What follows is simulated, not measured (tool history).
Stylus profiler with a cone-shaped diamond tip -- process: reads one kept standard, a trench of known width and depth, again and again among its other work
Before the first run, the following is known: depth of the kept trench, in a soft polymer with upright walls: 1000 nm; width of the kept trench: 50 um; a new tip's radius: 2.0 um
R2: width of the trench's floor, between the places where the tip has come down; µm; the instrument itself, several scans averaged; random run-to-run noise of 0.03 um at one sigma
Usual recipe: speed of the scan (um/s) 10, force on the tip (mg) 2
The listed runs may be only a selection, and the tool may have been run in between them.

run 1 hour=0 | speed_of_the_scan_(um/s)=10 force_on_the_tip_(mg)=2 | depth_of_the_trench_(nm)=1004.87 R2=44.37
run 2 hour=44.1 | speed_of_the_scan_(um/s)=10 force_on_the_tip_(mg)=2 | depth_of_the_trench_(nm)=1004.97 R2=44.31
run 3 hour=75.3 | speed_of_the_scan_(um/s)=18 force_on_the_tip_(mg)=2 | depth_of_the_trench_(nm)=1005.02 R2=44.13
run 4 hour=124.9 | speed_of_the_scan_(um/s)=18 force_on_the_tip_(mg)=2 | depth_of_the_trench_(nm)=1004.85 R2=44.03
run 5 hour=164.7 | speed_of_the_scan_(um/s)=10 force_on_the_tip_(mg)=2 | depth_of_the_trench_(nm)=1004.47 R2=43.97
run 6 hour=198.2 | speed_of_the_scan_(um/s)=10 force_on_the_tip_(mg)=2 | depth_of_the_trench_(nm)=1004.77 R2=43.86
run 7 hour=238.9 | speed_of_the_scan_(um/s)=10 force_on_the_tip_(mg)=2 | depth_of_the_trench_(nm)=1004.86 R2=43.78
run 8 hour=287.9 | speed_of_the_scan_(um/s)=10 force_on_the_tip_(mg)=3.11 | depth_of_the_trench_(nm)=1006.5 R2=43.65
run 9 hour=331.3 | speed_of_the_scan_(um/s)=10 force_on_the_tip_(mg)=3.11 | depth_of_the_trench_(nm)=1006.56 R2=43.55
run 10 hour=356.4 | speed_of_the_scan_(um/s)=10 force_on_the_tip_(mg)=3.11 | depth_of_the_trench_(nm)=1006.89 R2=43.5
run 11 hour=378.9 | speed_of_the_scan_(um/s)=10 force_on_the_tip_(mg)=3.11 | depth_of_the_trench_(nm)=1006.13 R2=43.4
run 12 hour=433.8 | speed_of_the_scan_(um/s)=10 force_on_the_tip_(mg)=3.11 | depth_of_the_trench_(nm)=1006.72 R2=43.34
run 13 hour=485.1 | speed_of_the_scan_(um/s)=10 force_on_the_tip_(mg)=2 | depth_of_the_trench_(nm)=1004.65 R2=43.18
run 14 hour=531.2 | speed_of_the_scan_(um/s)=10 force_on_the_tip_(mg)=2 | depth_of_the_trench_(nm)=1004.22 R2=43.07
run 15 hour=584.6 | speed_of_the_scan_(um/s)=10 force_on_the_tip_(mg)=2 | depth_of_the_trench_(nm)=1004.45 R2=42.96
run 16 hour=620.9 | speed_of_the_scan_(um/s)=10 force_on_the_tip_(mg)=1.24 | depth_of_the_trench_(nm)=1002.82 R2=42.88
run 17 hour=667.9 | speed_of_the_scan_(um/s)=10 force_on_the_tip_(mg)=1.24 | depth_of_the_trench_(nm)=1002.73 R2=42.74
run 18 hour=709.8 | speed_of_the_scan_(um/s)=10 force_on_the_tip_(mg)=1.24 | depth_of_the_trench_(nm)=1002.9 R2=42.66
-- hour=731.5 new tip fitted, height scale calibrated
run 19 hour=738.1 | speed_of_the_scan_(um/s)=5 force_on_the_tip_(mg)=1.24 | depth_of_the_trench_(nm)=1004.03 R2=46.52
run 20 hour=776.6 | speed_of_the_scan_(um/s)=3 force_on_the_tip_(mg)=2.37 | depth_of_the_trench_(nm)=1005.65 R2=46.42
run 21 hour=824.3 | speed_of_the_scan_(um/s)=4 force_on_the_tip_(mg)=4.64 | depth_of_the_trench_(nm)=1009.91 R2=46.19
run 22 hour=857.9 | speed_of_the_scan_(um/s)=4 force_on_the_tip_(mg)=4.64 | depth_of_the_trench_(nm)=1009.8 R2=46.04
run 23 hour=895 | speed_of_the_scan_(um/s)=11 force_on_the_tip_(mg)=4.64 | depth_of_the_trench_(nm)=1009.68 R2=45.87
run 24 hour=948.7 | speed_of_the_scan_(um/s)=2 force_on_the_tip_(mg)=2.83 | depth_of_the_trench_(nm)=1006.15 R2=45.75
run 25 hour=976.1 | speed_of_the_scan_(um/s)=17 force_on_the_tip_(mg)=2.94 | depth_of_the_trench_(nm)=1006.6 R2=45.57
run 26 hour=1010.4 | speed_of_the_scan_(um/s)=27 force_on_the_tip_(mg)=2.32 | depth_of_the_trench_(nm)=1005.81 R2=45.35
run 27 hour=1042.6 | speed_of_the_scan_(um/s)=27 force_on_the_tip_(mg)=2.32 | depth_of_the_trench_(nm)=1005.87 R2=45.23
run 28 hour=1073.7 | speed_of_the_scan_(um/s)=7 force_on_the_tip_(mg)=2.59 | depth_of_the_trench_(nm)=1006.43 R2=45.26
run 29 hour=1100.6 | speed_of_the_scan_(um/s)=23 force_on_the_tip_(mg)=2.59 | depth_of_the_trench_(nm)=1006.36 R2=45.06
run 30 hour=1151.2 | speed_of_the_scan_(um/s)=6 force_on_the_tip_(mg)=0.98 | depth_of_the_trench_(nm)=1003.12 R2=44.98
run 31 hour=1199.4 | speed_of_the_scan_(um/s)=6 force_on_the_tip_(mg)=0.98 | depth_of_the_trench_(nm)=1002.69 R2=44.9
run 32 hour=1230.8 | speed_of_the_scan_(um/s)=25 force_on_the_tip_(mg)=5.96 | depth_of_the_trench_(nm)=1011.27 R2=44.7
run 33 hour=1253.3 | speed_of_the_scan_(um/s)=25 force_on_the_tip_(mg)=5.96 | depth_of_the_trench_(nm)=1011.42 R2=44.65
run 34 hour=1300 | speed_of_the_scan_(um/s)=6 force_on_the_tip_(mg)=0.99 | depth_of_the_trench_(nm)=1003.1 R2=44.61
run 35 hour=1349.4 | speed_of_the_scan_(um/s)=31 force_on_the_tip_(mg)=1.31 | depth_of_the_trench_(nm)=1003.64 R2=44.2

Table of differences, measured result less the result of that run with no hidden state. Run-to-run variation is the same in both. Gauge scatter possibly is not:
Unlogged tool condition in this case: radius of the tip, um; height scale over the true one, %; drift of the gauge itself on depth_nm, %; drift of the gauge itself on floor_um, %.
run=1 depth_of_the_trench_(nm)=-0.79 R2=-2.08
run=2 depth_of_the_trench_(nm)=-0.83 R2=-2.21
run=3 depth_of_the_trench_(nm)=-0.86 R2=-2.28
run=4 depth_of_the_trench_(nm)=-0.9 R2=-2.41
run=5 depth_of_the_trench_(nm)=-0.94 R2=-2.51
run=6 depth_of_the_trench_(nm)=-0.97 R2=-2.59
run=7 depth_of_the_trench_(nm)=-1 R2=-2.7
run=8 depth_of_the_trench_(nm)=-1.04 R2=-2.83
run=9 depth_of_the_trench_(nm)=-1.09 R2=-2.93
run=10 depth_of_the_trench_(nm)=-1.11 R2=-2.99
run=11 depth_of_the_trench_(nm)=-1.13 R2=-3.04
run=12 depth_of_the_trench_(nm)=-1.17 R2=-3.17
run=13 depth_of_the_trench_(nm)=-1.21 R2=-3.29
run=14 depth_of_the_trench_(nm)=-1.25 R2=-3.39
run=15 depth_of_the_trench_(nm)=-1.3 R2=-3.51
run=16 depth_of_the_trench_(nm)=-1.32 R2=-3.59
run=17 depth_of_the_trench_(nm)=-1.36 R2=-3.69
run=18 depth_of_the_trench_(nm)=-1.4 R2=-3.79
run=19 depth_of_the_trench_(nm)=-0.16 R2=+0.03
run=20 depth_of_the_trench_(nm)=-0.18 R2=-0.14
run=21 depth_of_the_trench_(nm)=-0.23 R2=-0.34
run=22 depth_of_the_trench_(nm)=-0.26 R2=-0.47
run=23 depth_of_the_trench_(nm)=-0.29 R2=-0.61
run=24 depth_of_the_trench_(nm)=-0.33 R2=-0.8
run=25 depth_of_the_trench_(nm)=-0.36 R2=-0.9
run=26 depth_of_the_trench_(nm)=-0.39 R2=-1.02
run=27 depth_of_the_trench_(nm)=-0.42 R2=-1.13
run=28 depth_of_the_trench_(nm)=-0.44 R2=-1.23
run=29 depth_of_the_trench_(nm)=-0.46 R2=-1.33
run=30 depth_of_the_trench_(nm)=-0.5 R2=-1.47
run=31 depth_of_the_trench_(nm)=-0.54 R2=-1.61
run=32 depth_of_the_trench_(nm)=-0.57 R2=-1.7
run=33 depth_of_the_trench_(nm)=-0.6 R2=-1.78
run=34 depth_of_the_trench_(nm)=-0.62 R2=-1.91
run=35 depth_of_the_trench_(nm)=-0.67 R2=-2.04
